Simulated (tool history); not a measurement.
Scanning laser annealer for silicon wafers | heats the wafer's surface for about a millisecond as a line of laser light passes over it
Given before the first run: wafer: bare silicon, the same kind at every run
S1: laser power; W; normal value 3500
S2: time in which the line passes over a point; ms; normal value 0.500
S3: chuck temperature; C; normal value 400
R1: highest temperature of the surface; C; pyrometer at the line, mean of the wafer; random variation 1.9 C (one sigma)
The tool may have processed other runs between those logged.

run,hour,S1,S2,S3,R1
1,0.0,3500,0.500,400,1187
2,59.9,3500,0.500,400,1183
3,121.0,3500,0.500,400,1185
4,151.0,3500,0.500,400,1183
5,214.6,3500,0.500,400,1187
6,266.1,3765,0.500,400,1250
7,321.5,3765,0.500,400,1252
8,375.2,3388,0.500,400,1151
# hour 386.2: optics aligned, line set to its width
9,440.9,3388,0.500,400,1154
10,474.5,3388,0.500,400,1152
11,531.9,3512,0.538,404,1216
# hour 544.0: optics aligned, line set to its width, once more
12,586.3,3132,0.538,419,1137
13,644.7,3510,0.479,419,1190
14,704.3,3081,0.463,438,1090
15,749.9,3034,0.481,400,1051
16,795.9,3500,0.506,388,1175

Run 17 is up next; what results do you expect?
17,841.9,3500,0.506,388,?

Run 17 produced R1 1175 C.
Take away the tool's hidden state, keep the run-to-run variation as it was, and the same run would have given R1 1185 C.

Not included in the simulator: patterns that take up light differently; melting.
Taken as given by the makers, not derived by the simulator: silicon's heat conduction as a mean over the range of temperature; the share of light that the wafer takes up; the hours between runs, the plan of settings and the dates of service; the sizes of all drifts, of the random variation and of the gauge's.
